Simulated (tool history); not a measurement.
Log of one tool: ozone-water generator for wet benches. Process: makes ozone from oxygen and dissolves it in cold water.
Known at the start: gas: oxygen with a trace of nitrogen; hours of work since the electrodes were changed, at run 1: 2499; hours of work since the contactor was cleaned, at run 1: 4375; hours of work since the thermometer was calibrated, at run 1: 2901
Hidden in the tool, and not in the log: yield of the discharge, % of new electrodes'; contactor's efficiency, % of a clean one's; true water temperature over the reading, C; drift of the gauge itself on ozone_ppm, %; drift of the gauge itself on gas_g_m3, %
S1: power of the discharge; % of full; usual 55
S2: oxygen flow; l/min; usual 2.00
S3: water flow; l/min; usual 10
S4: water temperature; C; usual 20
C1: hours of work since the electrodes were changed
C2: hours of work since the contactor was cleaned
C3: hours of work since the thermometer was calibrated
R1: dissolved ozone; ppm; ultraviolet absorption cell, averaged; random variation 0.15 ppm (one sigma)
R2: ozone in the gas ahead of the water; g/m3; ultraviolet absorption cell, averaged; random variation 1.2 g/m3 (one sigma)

Run 1, hour 0.0: usual settings; C1 2499; C2 4375; C3 2901. Result: R1 14.8 ppm, R2 195.1 g/m3.
At hour 126.2: water thermometer calibrated.
Run 2, hour 127.3: usual settings; C1 2596; C2 4471; C3 1. Result: R1 14.8 ppm, R2 193.9 g/m3.
At hour 240.2: contactor cleaned.
Run 3, hour 240.2: usual settings; C1 2679; C2 0; C3 84. Result: R1 16.5 ppm, R2 192.8 g/m3.
Run 4, hour 322.6: usual settings; C1 2742; C2 63; C3 147. Result: R1 16.2 ppm, R2 193.6 g/m3.
Run 5, hour 400.9: usual settings; C1 2802; C2 123; C3 207. Result: R1 16.1 ppm, R2 194.1 g/m3.
Run 6, hour 505.9: usual settings; C1 2882; C2 203; C3 287. Result: R1 16.3 ppm, R2 190.9 g/m3.
Run 7, hour 563.4: usual settings; C1 2926; C2 247; C3 331. Result: R1 16.1 ppm, R2 190.9 g/m3.
Run 8, hour 659.0: usual settings; C1 2999; C2 320; C3 404. Result: R1 16.1 ppm, R2 190.4 g/m3.
Run 9, hour 789.1: usual settings; C1 3098; C2 419; C3 503. Result: R1 16.2 ppm, R2 191.9 g/m3.
Run 10, hour 895.4: usual settings; C1 3180; C2 500; C3 584. Result: R1 15.8 ppm, R2 188.1 g/m3.
Run 11, hour 1002.4: usual settings; C1 3261; C2 582; C3 666. Result: R1 16.0 ppm, R2 189.2 g/m3.
Run 12, hour 1120.5: usual settings but S4 18 C; C1 3351; C2 672; C3 756. Result: R1 16.4 ppm, R2 189.0 g/m3.
Run 13, hour 1192.3: usual settings but S4 15 C; C1 3406; C2 727; C3 811. Result: R1 16.6 ppm, R2 185.6 g/m3.
Run 14, hour 1291.3: usual settings but S4 15 C; C1 3482; C2 802; C3 886. Result: R1 16.7 ppm, R2 187.2 g/m3.
Run 15, hour 1411.5: usual settings but S4 15 C; C1 3573; C2 894; C3 978. Result: R1 16.5 ppm, R2 185.7 g/m3.
Run 16, hour 1521.1: usual settings but S4 15 C; C1 3657; C2 978; C3 1062. Result: R1 16.2 ppm, R2 186.0 g/m3.
Run 17, hour 1581.8: usual settings but S4 15 C; C1 3703; C2 1024; C3 1108. Result: R1 16.2 ppm, R2 184.7 g/m3.
Run 18, hour 1658.5: usual settings but S2 1.06 l/min, S4 24 C; C1 3762; C2 1083; C3 1167. Result: R1 14.6 ppm, R2 277.6 g/m3.
Run 19, hour 1736.6: usual settings but S1 46 % of full, S2 1.24 l/min, S3 16 l/min, S4 16 C; C1 3822; C2 1142; C3 1226. Result: R1 8.1 ppm, R2 230.2 g/m3.
Run 20, hour 1815.5: usual settings but S1 46 % of full, S2 1.24 l/min, S3 16 l/min, S4 16 C; C1 3882; C2 1203; C3 1287. Result: R1 8.2 ppm, R2 226.1 g/m3.
Run 21, hour 1913.8: usual settings but S1 46 % of full, S2 1.24 l/min, S3 7 l/min, S4 16 C; C1 3957; C2 1278; C3 1362. Result: R1 20.9 ppm, R2 226.6 g/m3.
Run 22, hour 2034.8: usual settings but S1 46 % of full, S2 2.06 l/min, S3 7 l/min, S4 13 C; C1 4049; C2 1370; C3 1454. Result: R1 21.0 ppm, R2 164.4 g/m3.
Run 23, hour 2129.4: usual settings but S1 46 % of full, S2 2.26 l/min, S3 9 l/min, S4 13 C; C1 4122; C2 1442; C3 1526. Result: R1 16.3 ppm, R2 151.8 g/m3.
Run 24, hour 2198.3: usual settings but S1 46 % of full, S2 2.26 l/min, S3 9 l/min, S4 13 C; C1 4174; C2 1495; C3 1579. Result: R1 16.7 ppm, R2 154.5 g/m3.
Run 25, hour 2302.3: usual settings but S2 1.63 l/min, S3 7 l/min, S4 23 C; C1 4254; C2 1574; C3 1658. Result: R1 20.1 ppm, R2 205.7 g/m3.
Run 26, hour 2406.8: usual settings but S1 95 % of full, S2 1.34 l/min, S3 8 l/min, S4 19 C; C1 4333; C2 1654; C3 1738. Result: R1 24.3 ppm, R2 302.3 g/m3.
Run 27, hour 2514.6: usual settings but S1 42 % of full, S2 1.19 l/min, S3 15 l/min, S4 19 C; C1 4416; C2 1736; C3 1820. Result: R1 8.0 ppm, R2 220.8 g/m3.
Run 28, hour 2613.5: usual settings but S2 2.56 l/min, S3 7 l/min, S4 25 C; C1 4491; C2 1812; C3 1896. Result: R1 17.7 ppm, R2 153.6 g/m3.
Run 29, hour 2698.7: usual settings but S4 14 C; C1 4556; C2 1877; C3 1961. Result: R1 15.6 ppm, R2 179.4 g/m3.
Run 30, hour 2789.7: usual settings but S4 19 C; C1 4626; C2 1946; C3 2030. Result: R1 14.6 ppm, R2 175.9 g/m3.
Run 31, hour 2899.5: usual settings but S4 19 C; C1 4709; C2 2030; C3 2114. Result: R1 14.5 ppm, R2 176.8 g/m3.
Run 32, hour 2976.4: usual settings but S1 95 % of full, S2 2.19 l/min, S4 12 C; C1 4768; C2 2089; C3 2173. Result: R1 20.3 ppm, R2 213.2 g/m3.

Forecast each of these 3 alternatives for the next run:
Run A, hour 3089.2: usual settings but S1 60 % of full, S2 2.19 l/min, S4 12 C; C1 4854; C2 2175; C3 2259. Result: R1 ?, R2 ?.
Run B, hour 3089.2: usual settings but S2 1.05 l/min; C1 4854; C2 2175; C3 2259. Result: R1 ?, R2 ?.
Run C, hour 3089.2: usual settings but S1 93 % of full, S3 13 l/min, S4 12 C; C1 4854; C2 2175; C3 2259. Result: R1 ?, R2 ?.

run    R1     R2
  A  16.2  172.4
  B  13.9  267.2
  C  14.9  219.8
Without the tool's hidden state the same runs would have given:
run    R1     R2
  A  21.5  217.3
  B  18.2  332.6
  C  21.1  293.2
